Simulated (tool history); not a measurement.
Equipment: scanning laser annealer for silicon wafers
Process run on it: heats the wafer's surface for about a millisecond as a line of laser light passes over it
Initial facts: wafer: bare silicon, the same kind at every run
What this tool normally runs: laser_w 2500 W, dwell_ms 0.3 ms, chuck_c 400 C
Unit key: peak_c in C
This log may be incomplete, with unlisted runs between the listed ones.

run 1 hour=0 | laser_w=2500 dwell_ms=0.3 chuck_c=400 | peak_c=1238
run 2 hour=16.9 | laser_w=2500 dwell_ms=0.3 chuck_c=400 | peak_c=1233
run 3 hour=40.5 | laser_w=2500 dwell_ms=0.3 chuck_c=400 | peak_c=1229
run 4 hour=60.4 | laser_w=2500 dwell_ms=0.3 chuck_c=400 | peak_c=1234
run 5 hour=77.8 | laser_w=2500 dwell_ms=0.3 chuck_c=395 | peak_c=1225
run 6 hour=101.4 | laser_w=2500 dwell_ms=0.3 chuck_c=395 | peak_c=1227
run 7 hour=127.1 | laser_w=2500 dwell_ms=0.3 chuck_c=395 | peak_c=1224
run 8 hour=144.1 | laser_w=2500 dwell_ms=0.3 chuck_c=395 | peak_c=1225
run 9 hour=174.2 | laser_w=2176 dwell_ms=0.3 chuck_c=400 | peak_c=1126
run 10 hour=201 | laser_w=2500 dwell_ms=0.348 chuck_c=400 | peak_c=1296
run 11 hour=233 | laser_w=2514 dwell_ms=0.348 chuck_c=400 | peak_c=1298
run 12 hour=262.7 | laser_w=2514 dwell_ms=0.348 chuck_c=400 | peak_c=1293
run 13 hour=287.9 | laser_w=2500 dwell_ms=0.3 chuck_c=386 | peak_c=1207
run 14 hour=303.6 | laser_w=2500 dwell_ms=0.3 chuck_c=386 | peak_c=1202
run 15 hour=322.9 | laser_w=2500 dwell_ms=0.3 chuck_c=389 | peak_c=1207
run 16 hour=344.8 | laser_w=2500 dwell_ms=0.3 chuck_c=400 | peak_c=1218
run 17 hour=366.3 | laser_w=2500 dwell_ms=0.3 chuck_c=400 | peak_c=1217
run 18 hour=388.6 | laser_w=2500 dwell_ms=0.3 chuck_c=400 | peak_c=1214
run 19 hour=410.5 | laser_w=2500 dwell_ms=0.3 chuck_c=400 | peak_c=1215
run 20 hour=426.2 | laser_w=2500 dwell_ms=0.3 chuck_c=400 | peak_c=1213
run 21 hour=440.2 | laser_w=2560 dwell_ms=0.259 chuck_c=360 | peak_c=1129
run 22 hour=469.2 | laser_w=2331 dwell_ms=0.3 chuck_c=439 | peak_c=1199
run 23 hour=501.4 | laser_w=2540 dwell_ms=0.3 chuck_c=401 | peak_c=1224
run 24 hour=518.5 | laser_w=2251 dwell_ms=0.3 chuck_c=361 | peak_c=1097
run 25 hour=547.7 | laser_w=2601 dwell_ms=0.261 chuck_c=368 | peak_c=1145
run 26 hour=564.3 | laser_w=2677 dwell_ms=0.315 chuck_c=384 | peak_c=1268
-- hour=589.5 optics aligned, line set to its width
run 27 hour=600.2 | laser_w=2255 dwell_ms=0.346 chuck_c=362 | peak_c=1163
run 28 hour=625.4 | laser_w=2500 dwell_ms=0.281 chuck_c=399 | peak_c=1187
run 29 hour=644.3 | laser_w=2500 dwell_ms=0.281 chuck_c=399 | peak_c=1187
run 30 hour=669.3 | laser_w=2384 dwell_ms=0.3 chuck_c=411 | peak_c=1190
run 31 hour=684.2 | laser_w=2659 dwell_ms=0.255 chuck_c=421 | peak_c=1211
run 32 hour=710.5 | laser_w=2659 dwell_ms=0.255 chuck_c=421 | peak_c=1210
run 33 hour=737.7 | laser_w=2659 dwell_ms=0.255 chuck_c=421 | peak_c=1207
run 34 hour=764 | laser_w=2659 dwell_ms=0.255 chuck_c=421 | peak_c=1209
run 35 hour=793.6 | laser_w=2659 dwell_ms=0.255 chuck_c=421 | peak_c=1206
-- hour=801.1 window over the wafer cleaned
run 36 hour=823.6 | laser_w=2459 dwell_ms=0.347 chuck_c=423 | peak_c=1331
run 37 hour=845.3 | laser_w=2459 dwell_ms=0.347 chuck_c=423 | peak_c=1328
run 38 hour=860.7 | laser_w=2521 dwell_ms=0.3 chuck_c=400 | peak_c=1256
run 39 hour=887.8 | laser_w=2521 dwell_ms=0.3 chuck_c=400 | peak_c=1253
run 40 hour=903.4 | laser_w=2719 dwell_ms=0.305 chuck_c=400 | peak_c=1324

Subtracting, for every run, the result it would have given without the tool's unlogged condition from the measured result gives the following. The same run-to-run variation enters both numbers; the gauge's scatter may not:
Hidden conditions of the tool in this case: light that passes the window, % of a clean one's; laser's true power over the reading, %; width of the line over the set one, %; drift of the gauge itself on peak_c, C.
run=1 peak_c=-15
run=2 peak_c=-16
run=3 peak_c=-18
run=4 peak_c=-18
run=5 peak_c=-19
run=6 peak_c=-20
run=7 peak_c=-21
run=8 peak_c=-23
run=9 peak_c=-21
run=10 peak_c=-26
run=11 peak_c=-29
run=12 peak_c=-30
run=13 peak_c=-29
run=14 peak_c=-30
run=15 peak_c=-30
run=16 peak_c=-32
run=17 peak_c=-33
run=18 peak_c=-34
run=19 peak_c=-35
run=20 peak_c=-36
run=21 peak_c=-34
run=22 peak_c=-35
run=23 peak_c=-40
run=24 peak_c=-36
run=25 peak_c=-39
run=26 peak_c=-46
run=27 peak_c=-32
run=28 peak_c=-32
run=29 peak_c=-33
run=30 peak_c=-34
run=31 peak_c=-35
run=32 peak_c=-36
run=33 peak_c=-38
run=34 peak_c=-39
run=35 peak_c=-40
run=36 peak_c=+2
run=37 peak_c=+1
run=38 peak_c=+0
run=39 peak_c=-2
run=40 peak_c=-3
